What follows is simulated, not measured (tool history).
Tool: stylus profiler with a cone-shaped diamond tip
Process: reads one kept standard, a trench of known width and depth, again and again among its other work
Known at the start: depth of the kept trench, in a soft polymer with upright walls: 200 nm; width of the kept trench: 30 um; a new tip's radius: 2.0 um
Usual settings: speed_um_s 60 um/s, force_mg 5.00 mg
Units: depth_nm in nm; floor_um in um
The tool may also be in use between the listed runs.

run 1 hour=0.0 | speed_um_s=60 force_mg=5.00 | depth_nm=202.57 floor_um=27.89
run 2 hour=42.0 | speed_um_s=60 force_mg=13.62 | depth_nm=206.27 floor_um=27.90
run 3 hour=104.4 | speed_um_s=60 force_mg=13.62 | depth_nm=206.31 floor_um=27.99
run 4 hour=188.6 | speed_um_s=60 force_mg=14.01 | depth_nm=206.48 floor_um=27.98
run 5 hour=258.6 | speed_um_s=60 force_mg=5.00 | depth_nm=202.51 floor_um=27.80
run 6 hour=303.2 | speed_um_s=60 force_mg=2.86 | depth_nm=201.17 floor_um=27.86
run 7 hour=341.0 | speed_um_s=60 force_mg=2.86 | depth_nm=201.32 floor_um=27.78
run 8 hour=428.5 | speed_um_s=60 force_mg=2.86 | depth_nm=200.96 floor_um=27.85
run 9 hour=505.0 | speed_um_s=120 force_mg=2.86 | depth_nm=201.28 floor_um=27.56
run 10 hour=586.5 | speed_um_s=120 force_mg=2.86 | depth_nm=201.01 floor_um=27.61
run 11 hour=663.3 | speed_um_s=60 force_mg=1.76 | depth_nm=200.02 floor_um=27.77
run 12 hour=727.8 | speed_um_s=60 force_mg=1.76 | depth_nm=200.25 floor_um=27.70
run 13 hour=778.6 | speed_um_s=60 force_mg=5.00 | depth_nm=201.90 floor_um=27.75
-- hour=805.4 height scale calibrated on a step standard
run 14 hour=852.6 | speed_um_s=60 force_mg=5.00 | depth_nm=201.32 floor_um=27.82
run 15 hour=891.9 | speed_um_s=172 force_mg=11.87 | depth_nm=204.29 floor_um=27.72
run 16 hour=959.6 | speed_um_s=45 force_mg=3.09 | depth_nm=200.03 floor_um=27.81
run 17 hour=1036.8 | speed_um_s=45 force_mg=2.50 | depth_nm=199.77 floor_um=27.76
run 18 hour=1121.2 | speed_um_s=45 force_mg=12.10 | depth_nm=204.12 floor_um=27.83
-- hour=1186.7 height scale calibrated on a step standard, once more
run 19 hour=1196.7 | speed_um_s=85 force_mg=3.32 | depth_nm=202.97 floor_um=27.72
run 20 hour=1275.4 | speed_um_s=72 force_mg=4.94 | depth_nm=203.66 floor_um=27.73
run 21 hour=1351.8 | speed_um_s=43 force_mg=4.13 | depth_nm=203.33 floor_um=27.84
run 22 hour=1419.4 | speed_um_s=104 force_mg=11.63 | depth_nm=206.85 floor_um=27.68
run 23 hour=1507.2 | speed_um_s=99 force_mg=7.20 | depth_nm=204.92 floor_um=27.72
run 24 hour=1595.9 | speed_um_s=99 force_mg=2.02 | depth_nm=201.73 floor_um=27.49
run 25 hour=1658.8 | speed_um_s=97 force_mg=11.55 | depth_nm=206.69 floor_um=27.74
run 26 hour=1698.2 | speed_um_s=29 force_mg=2.24 | depth_nm=201.98 floor_um=27.78
run 27 hour=1772.8 | speed_um_s=178 force_mg=2.24 | depth_nm=202.11 floor_um=27.22
run 28 hour=1822.1 | speed_um_s=178 force_mg=2.24 | depth_nm=201.70 floor_um=27.19

Forecast each of these 4 alternatives for the next run:
run A hour=1884.4 | speed_um_s=50 force_mg=2.24 | depth_nm=? floor_um=?
run B hour=1884.4 | speed_um_s=42 force_mg=6.65 | depth_nm=? floor_um=?
run C hour=1884.4 | speed_um_s=105 force_mg=6.64 | depth_nm=? floor_um=?
run D hour=1884.4 | speed_um_s=60 force_mg=5.27 | depth_nm=? floor_um=?

run=A depth_nm=202.01 floor_um=27.67
run=B depth_nm=204.16 floor_um=27.75
run=C depth_nm=204.39 floor_um=27.63
run=D depth_nm=203.78 floor_um=27.68
Without the tool's hidden state the same runs would have given:
run=A depth_nm=202.52 floor_um=28.03
run=B depth_nm=204.68 floor_um=28.11
run=C depth_nm=204.91 floor_um=27.99
run=D depth_nm=204.29 floor_um=28.04
